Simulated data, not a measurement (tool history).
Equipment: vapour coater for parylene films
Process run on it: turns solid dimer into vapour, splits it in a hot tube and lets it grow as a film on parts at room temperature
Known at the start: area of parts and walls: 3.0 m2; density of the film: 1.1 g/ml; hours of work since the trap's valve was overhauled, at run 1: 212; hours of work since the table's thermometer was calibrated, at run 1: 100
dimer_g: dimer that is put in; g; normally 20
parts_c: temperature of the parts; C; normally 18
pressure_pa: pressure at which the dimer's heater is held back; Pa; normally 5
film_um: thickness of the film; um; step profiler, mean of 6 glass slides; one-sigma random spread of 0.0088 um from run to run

run,hour,dimer_g,parts_c,pressure_pa,hours of work since the trap's valve was overhauled,hours of work since the table's thermometer was calibrated,film_um
1,0,20,18,5,212,100,3.702
2,14.2,20,18,5,221,109,3.695
3,26.5,20,18,5,229,116,3.696
4,48.3,20,18,5,242,129,3.699
5,60,20,18,5,249,136,3.689
6,84.8,20,18,5,264,152,3.671
7,96.9,20,18,5,272,159,3.692
8,124.5,20,25,5,288,176,3.282
9,152.1,20,25,5,305,193,3.276
10,169,20,18,5,316,203,3.649
11,183.2,20,23,8.54,324,212,3.152
# hour 188.9: trap's valve overhauled
12,203.3,20,20,8.54,9,221,3.217
13,220.2,20,21,6.5,19,232,3.294
14,239.7,20,18,3.43,31,244,3.761
15,257.8,28,18,2.34,42,255,5.508
16,283.2,21,17,4.33,57,270,3.877
17,306.2,20,17,2.18,71,284,4.039
18,321,23,11,2.34,81,293,5.08
# hour 331.8: trap's valve overhauled, once more
19,348.9,14,18,3.09,10,308,2.835
20,377.6,29,22,3.09,28,325,5.487

Pick out some run-to-run changes in film_um. Of each, how much would a tool without hidden state show as well, from the settings, what came in and chance, and how much is left for the hidden state and any gauge scatter not in both results compared?
The tool's hidden condition here consists of: vapour lost through the trap's worn valve, %; true temperature of the parts over the reading, C; drift of the gauge itself on film_um, %.
Run 14 -> 15: dimer_g 20 -> 28, pressure_pa 3.43 -> 2.34. film_um +1.747 um: hidden state -0.115, all else +1.862.
Run 18 -> 19: dimer_g 23 -> 14, parts_c 11 -> 18, pressure_pa 2.34 -> 3.09, trap's valve overhauled, once more. film_um -2.245 um: hidden state +0.347, all else -2.592.
Run 19 -> 20: dimer_g 14 -> 29, parts_c 18 -> 22. film_um +2.652 um: hidden state -0.006, all else +2.658.
